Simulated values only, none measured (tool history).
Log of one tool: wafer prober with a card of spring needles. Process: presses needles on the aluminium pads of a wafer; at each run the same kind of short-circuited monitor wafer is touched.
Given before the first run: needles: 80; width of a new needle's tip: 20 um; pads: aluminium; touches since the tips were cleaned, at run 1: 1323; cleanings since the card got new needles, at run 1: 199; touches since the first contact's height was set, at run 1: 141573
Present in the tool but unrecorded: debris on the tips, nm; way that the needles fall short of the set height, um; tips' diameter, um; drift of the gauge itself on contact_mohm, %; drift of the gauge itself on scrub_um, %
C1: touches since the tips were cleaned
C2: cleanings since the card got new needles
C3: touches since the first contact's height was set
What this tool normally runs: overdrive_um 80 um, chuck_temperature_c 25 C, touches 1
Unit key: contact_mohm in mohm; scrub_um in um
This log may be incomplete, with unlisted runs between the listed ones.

Run 1, hour 0.0: usual settings; C1 1323; C2 199; C3 141573. Result: contact_mohm 140 mohm, scrub_um 16.51 um.
At hour 2.3: tips cleaned on abrasive film.
At hour 11.1: tips cleaned on abrasive film.
At hour 22.1: tips cleaned on abrasive film.
At hour 33.1: tips cleaned on abrasive film.
At hour 41.9: tips cleaned on abrasive film.
Run 2, hour 47.7: usual settings; C1 1036; C2 204; C3 150032. Result: contact_mohm 135 mohm, scrub_um 16.60 um.
At hour 52.2: tips cleaned on abrasive film.
At hour 61.0: tips cleaned on abrasive film.
At hour 69.8: tips cleaned on abrasive film.
At hour 78.6: tips cleaned on abrasive film.
At hour 89.6: tips cleaned on abrasive film.
Run 3, hour 92.7: usual settings; C1 560; C2 209; C3 158014. Result: contact_mohm 129 mohm, scrub_um 16.32 um.
At hour 99.4: tips cleaned on abrasive film.
At hour 110.4: tips cleaned on abrasive film.
At hour 121.4: tips cleaned on abrasive film.
At hour 130.2: tips cleaned on abrasive film.
Run 4, hour 132.3: usual settings; C1 382; C2 213; C3 165036. Result: contact_mohm 126 mohm, scrub_um 16.43 um.
At hour 141.1: tips cleaned on abrasive film.
At hour 152.1: tips cleaned on abrasive film.
At hour 163.1: tips cleaned on abrasive film.
Run 5, hour 164.4: usual settings; C1 232; C2 216; C3 170739. Result: contact_mohm 124 mohm, scrub_um 16.09 um.
At hour 173.3: tips cleaned on abrasive film.
At hour 182.1: tips cleaned on abrasive film.
At hour 193.1: tips cleaned on abrasive film.
At hour 204.1: tips cleaned on abrasive film.
At hour 212.9: tips cleaned on abrasive film.
Run 6, hour 213.0: usual settings; C1 21; C2 221; C3 179356. Result: contact_mohm 119 mohm, scrub_um 16.23 um.
At hour 221.8: tips cleaned on abrasive film.
At hour 230.7: tips cleaned on abrasive film.
At hour 239.5: tips cleaned on abrasive film.
At hour 250.5: tips cleaned on abrasive film.
At hour 261.5: tips cleaned on abrasive film.
Run 7, hour 265.1: usual settings; C1 649; C2 226; C3 188600. Result: contact_mohm 135 mohm, scrub_um 16.13 um.
At hour 271.7: tips cleaned on abrasive film.
At hour 282.7: tips cleaned on abrasive film.
At hour 291.6: tips cleaned on abrasive film.
At hour 302.6: tips cleaned on abrasive film.
At hour 311.4: tips cleaned on abrasive film.
Run 8, hour 317.5: usual settings; C1 1097; C2 231; C3 197901. Result: contact_mohm 142 mohm, scrub_um 16.11 um.
At hour 322.0: tips cleaned on abrasive film.
At hour 333.0: tips cleaned on abrasive film.
At hour 341.8: tips cleaned on abrasive film.
At hour 351.9: tips cleaned on abrasive film.
Run 9, hour 351.9: usual settings; C1 0; C2 235; C3 203995. Result: contact_mohm 124 mohm, scrub_um 16.13 um.
At hour 360.7: tips cleaned on abrasive film.
At hour 371.7: tips cleaned on abrasive film.
At hour 380.5: tips cleaned on abrasive film.
At hour 391.5: tips cleaned on abrasive film.
At hour 400.4: tips cleaned on abrasive film.
Run 10, hour 402.6: usual settings; C1 400; C2 240; C3 212990. Result: contact_mohm 131 mohm, scrub_um 15.90 um.
At hour 409.4: tips cleaned on abrasive film.
At hour 416.2: height of the first contact set anew.
At hour 418.5: tips cleaned on abrasive film.
At hour 427.3: tips cleaned on abrasive film.
At hour 438.3: tips cleaned on abrasive film.
At hour 447.1: tips cleaned on abrasive film.
Run 11, hour 452.5: usual settings but overdrive_um 76 um; C1 964; C2 245; C3 6434. Result: contact_mohm 134 mohm, scrub_um 17.20 um.
At hour 457.0: tips cleaned on abrasive film.
At hour 468.0: tips cleaned on abrasive film.
At hour 479.0: tips cleaned on abrasive film.
At hour 490.0: tips cleaned on abrasive film.
Run 12, hour 491.8: usual settings but overdrive_um 76 um, touches 3; C1 335; C2 249; C3 13411. Result: contact_mohm 121 mohm, scrub_um 17.43 um.
At hour 500.7: tips cleaned on abrasive film.
At hour 509.5: tips cleaned on abrasive film.
At hour 518.3: tips cleaned on abrasive film.
At hour 529.3: tips cleaned on abrasive film.
At hour 538.1: tips cleaned on abrasive film.
Run 13, hour 538.5: usual settings; C1 58; C2 254; C3 21674. Result: contact_mohm 121 mohm, scrub_um 18.25 um.
At hour 547.3: tips cleaned on abrasive film.
At hour 556.1: tips cleaned on abrasive film.
At hour 564.9: tips cleaned on abrasive film.
At hour 575.9: tips cleaned on abrasive film.
At hour 584.7: tips cleaned on abrasive film.
Run 14, hour 591.5: usual settings but chuck_temperature_c 44 C, touches 2; C1 1205; C2 259; C3 31087. Result: contact_mohm 129 mohm, scrub_um 17.78 um.
At hour 593.7: tips cleaned on abrasive film.
At hour 602.5: tips cleaned on abrasive film.
At hour 611.3: tips cleaned on abrasive film.
At hour 622.3: tips cleaned on abrasive film.
Run 15, hour 626.1: usual settings but overdrive_um 65 um, chuck_temperature_c 62 C, touches 2; C1 679; C2 263; C3 37226. Result: contact_mohm 138 mohm, scrub_um 14.47 um.
At hour 632.8: tips cleaned on abrasive film.
At hour 641.6: tips cleaned on abrasive film.
At hour 652.6: tips cleaned on abrasive film.
Run 16, hour 655.8: usual settings but overdrive_um 65 um, chuck_temperature_c 62 C, touches 2; C1 568; C2 266; C3 42481. Result: contact_mohm 139 mohm, scrub_um 14.02 um.
At hour 662.4: tips cleaned on abrasive film.
At hour 671.2: tips cleaned on abrasive film.
At hour 682.2: tips cleaned on abrasive film.
Run 17, hour 685.5: usual settings but overdrive_um 74 um, chuck_temperature_c 82 C; C1 593; C2 269; C3 47763. Result: contact_mohm 145 mohm, scrub_um 16.46 um.
At hour 692.2: tips cleaned on abrasive film.
At hour 701.0: tips cleaned on abrasive film.
At hour 709.8: tips cleaned on abrasive film.
At hour 720.8: tips cleaned on abrasive film.
At hour 731.8: tips cleaned on abrasive film.
At hour 741.7: tips cleaned on abrasive film.
Run 18, hour 741.7: usual settings but overdrive_um 74 um, chuck_temperature_c 82 C; C1 0; C2 275; C3 57721. Result: contact_mohm 133 mohm, scrub_um 15.77 um.
At hour 752.7: tips cleaned on abrasive film.
At hour 763.7: tips cleaned on abrasive film.
Run 19, hour 764.6: usual settings but overdrive_um 70 um, chuck_temperature_c 82 C; C1 161; C2 277; C3 61788. Result: contact_mohm 134 mohm, scrub_um 15.38 um.
At hour 773.4: tips cleaned on abrasive film.
At hour 782.2: tips cleaned on abrasive film.
At hour 793.2: tips cleaned on abrasive film.
Run 20, hour 797.7: usual settings but overdrive_um 71 um, chuck_temperature_c 32 C; C1 799; C2 280; C3 67667. Result: contact_mohm 144 mohm, scrub_um 15.29 um.
At hour 802.2: tips cleaned on abrasive film.
At hour 813.2: tips cleaned on abrasive film.
At hour 824.2: tips cleaned on abrasive film.
At hour 835.2: tips cleaned on abrasive film.
At hour 844.0: tips cleaned on abrasive film.
At hour 852.8: tips cleaned on abrasive film.
Run 21, hour 853.1: usual settings but overdrive_um 85 um, chuck_temperature_c 45 C; C1 60; C2 286; C3 77500. Result: contact_mohm 122 mohm, scrub_um 18.47 um.
At hour 861.9: tips cleaned on abrasive film.
At hour 870.8: tips cleaned on abrasive film.
At hour 879.6: tips cleaned on abrasive film.
At hour 890.6: tips cleaned on abrasive film.
At hour 899.4: tips cleaned on abrasive film.
Run 22, hour 903.8: usual settings but overdrive_um 85 um, chuck_temperature_c 45 C; C1 781; C2 291; C3 86482. Result: contact_mohm 133 mohm, scrub_um 18.57 um.
At hour 910.4: tips cleaned on abrasive film.
At hour 921.4: tips cleaned on abrasive film.
At hour 932.4: tips cleaned on abrasive film.
At hour 943.4: tips cleaned on abrasive film.
Run 23, hour 943.7: usual settings but overdrive_um 85 um, chuck_temperature_c 45 C; C1 56; C2 295; C3 93570. Result: contact_mohm 125 mohm, scrub_um 18.25 um.
At hour 952.6: tips cleaned on abrasive film.
At hour 961.4: tips cleaned on abrasive film.
At hour 970.2: tips cleaned on abrasive film.
Run 24, hour 976.1: usual settings but overdrive_um 75 um, chuck_temperature_c 80 C, touches 2; C1 1055; C2 298; C3 99319. Result: contact_mohm 143 mohm, scrub_um 16.11 um.
At hour 980.5: tips cleaned on abrasive film.
At hour 991.5: tips cleaned on abrasive film.
At hour 1002.5: tips cleaned on abrasive film.
At hour 1013.5: tips cleaned on abrasive film.
Run 25, hour 1019.5: usual settings but chuck_temperature_c 36 C; C1 1063; C2 302; C3 107023. Result: contact_mohm 139 mohm, scrub_um 16.89 um.
At hour 1023.9: tips cleaned on abrasive film.
At hour 1034.9: tips cleaned on abrasive film.
At hour 1044.7: tips cleaned on abrasive film.
Run 26, hour 1044.7: usual settings but chuck_temperature_c 36 C; C1 0; C2 305; C3 111486. Result: contact_mohm 125 mohm, scrub_um 16.91 um.

3 options for the next run, each taken on its own from the tool as it stands now. Forecast them:
At hour 1055.7: tips cleaned on abrasive film.
At hour 1064.5: tips cleaned on abrasive film.
At hour 1073.3: tips cleaned on abrasive film.
Run A, hour 1073.5: usual settings but overdrive_um 69 um, chuck_temperature_c 36 C; C1 32; C2 308; C3 116596. Result: contact_mohm ?, scrub_um ?.
At hour 1055.7: tips cleaned on abrasive film.
At hour 1064.5: tips cleaned on abrasive film.
At hour 1073.3: tips cleaned on abrasive film.
Run B, hour 1073.5: usual settings but overdrive_um 88 um, chuck_temperature_c 36 C; C1 32; C2 308; C3 116596. Result: contact_mohm ?, scrub_um ?.
At hour 1055.7: tips cleaned on abrasive film.
At hour 1064.5: tips cleaned on abrasive film.
At hour 1073.3: tips cleaned on abrasive film.
Run C, hour 1073.5: usual settings but touches 3; C1 32; C2 308; C3 116596. Result: contact_mohm ?, scrub_um ?.

run  contact_mohm  scrub_um
  A           129     14.60
  B           123     18.84
  C           119     16.91
Had the tool no hidden state, the same runs would have come out as:
run  contact_mohm  scrub_um
  A           118     15.93
  B           116     20.17
  C           113     18.24
